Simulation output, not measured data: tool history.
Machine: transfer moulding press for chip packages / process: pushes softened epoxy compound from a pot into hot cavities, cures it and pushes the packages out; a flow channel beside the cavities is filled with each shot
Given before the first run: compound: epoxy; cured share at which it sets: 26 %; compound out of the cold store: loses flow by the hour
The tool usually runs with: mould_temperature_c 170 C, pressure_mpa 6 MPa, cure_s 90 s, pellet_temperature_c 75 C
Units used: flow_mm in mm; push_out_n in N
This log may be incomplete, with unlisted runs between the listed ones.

| run | hour | mould_temperature_c | pressure_mpa | cure_s | pellet_temperature_c | incoming compound's hours out of the cold store | flow_mm | push_out_n |
|---|---|---|---|---|---|---|---|---|
| 1 | 0.0 | 170 | 6 | 90 | 75 | 33.8 | 522 | 275 |
| 2 | 38.2 | 170 | 6 | 101 | 75 | 47.5 | 497 | 248 |
|  | 70.6 | cavities cleaned with cleaning compound and waxed |
| 3 | 98.4 | 170 | 6 | 90 | 75 | 33.3 | 518 | 273 |
|  | 142.0 | cavities cleaned with cleaning compound and waxed |
| 4 | 160.9 | 170 | 6 | 90 | 75 | 9.0 | 580 | 281 |
| 5 | 200.4 | 170 | 6 | 90 | 75 | 9.9 | 577 | 277 |
|  | 212.6 | cavities cleaned with cleaning compound and waxed |
|  | 264.4 | plunger's sealing rings changed |
| 6 | 270.2 | 170 | 6 | 70 | 75 | 40.7 | 513 | 420 |
|  | 285.2 | cavities cleaned with cleaning compound and waxed |
| 7 | 335.0 | 170 | 6 | 90 | 83 | 14.2 | 569 | 271 |
|  | 355.3 | cavities cleaned with cleaning compound and waxed |
| 8 | 371.0 | 170 | 6 | 90 | 83 | 45.9 | 495 | 270 |
| 9 | 411.8 | 170 | 6 | 90 | 75 | 17.7 | 559 | 280 |
|  | 424.2 | cavities cleaned with cleaning compound and waxed |
| 10 | 483.9 | 170 | 6 | 90 | 75 | 16.1 | 555 | 272 |
|  | 497.1 | cavities cleaned with cleaning compound and waxed |
| 11 | 526.4 | 170 | 6 | 90 | 75 | 24.6 | 553 | 269 |
|  | 562.6 | mould's thermocouples calibrated |
|  | 568.6 | cavities cleaned with cleaning compound and waxed |
| 12 | 601.9 | 170 | 6 | 90 | 75 | 14.8 | 570 | 283 |
|  | 639.9 | cavities cleaned with cleaning compound and waxed |
| 13 | 666.7 | 170 | 6 | 90 | 75 | 12.8 | 559 | 290 |

What will run 14 give?
| 14 | 697.9 | 170 | 6 | 90 | 75 | 17.3 | ? | ? |

Run 14 produced flow_mm 561 mm, push_out_n 278 N.
Had the tool carried no hidden state, the very same run would have given flow_mm 562 mm, push_out_n 274 N.

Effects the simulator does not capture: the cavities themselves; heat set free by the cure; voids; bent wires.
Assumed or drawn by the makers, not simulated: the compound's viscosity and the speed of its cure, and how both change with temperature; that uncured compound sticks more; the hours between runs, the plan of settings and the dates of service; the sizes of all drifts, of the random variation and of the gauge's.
